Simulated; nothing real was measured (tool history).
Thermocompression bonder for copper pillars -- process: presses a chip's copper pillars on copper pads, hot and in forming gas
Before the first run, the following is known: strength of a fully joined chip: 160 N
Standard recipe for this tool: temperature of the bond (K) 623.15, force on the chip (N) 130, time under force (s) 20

| run | hour | temperature of the bond (K) | force on the chip (N) | time under force (s) | force that shears a chip off (N) |
|---|---|---|---|---|---|
| 1 | 0 | 623.15 | 130 | 20 | 115.8 |
| 2 | 5.3 | 623.15 | 130 | 20 | 115.2 |
| 3 | 14.9 | 623.15 | 130 | 20 | 114.8 |
| 4 | 20.5 | 623.15 | 130 | 20 | 115.8 |
| 5 | 31.1 | 623.15 | 130 | 10 | 96.6 |
| 6 | 37.2 | 623.15 | 130 | 20 | 115.8 |
| 7 | 41.7 | 623.15 | 79 | 20 | 83.8 |
| 8 | 51.4 | 610.15 | 130 | 21 | 106.2 |
| 9 | 56.5 | 610.15 | 130 | 17 | 100.3 |
| 10 | 62.1 | 610.15 | 130 | 17 | 100.1 |
| 11 | 67.5 | 609.15 | 130 | 15 | 94.9 |
| 12 | 72.5 | 647.15 | 148 | 50 | 151.4 |

Results per run with the tool's hidden condition removed, run-to-run variation unchanged:
What the log doesn't record here: true temperature of the bond over the reading, C; force that reaches the chip, % of what is set; oxide that the forming gas leaves, % of the face; drift of the gauge itself on shear_n, %.
| run | force that shears a chip off (N) |
|---|---|
| 1 | 116 |
| 2 | 115.5 |
| 3 | 115.1 |
| 4 | 116.2 |
| 5 | 97 |
| 6 | 116.4 |
| 7 | 84.3 |
| 8 | 107 |
| 9 | 101.1 |
| 10 | 101 |
| 11 | 95.8 |
| 12 | 152.8 |

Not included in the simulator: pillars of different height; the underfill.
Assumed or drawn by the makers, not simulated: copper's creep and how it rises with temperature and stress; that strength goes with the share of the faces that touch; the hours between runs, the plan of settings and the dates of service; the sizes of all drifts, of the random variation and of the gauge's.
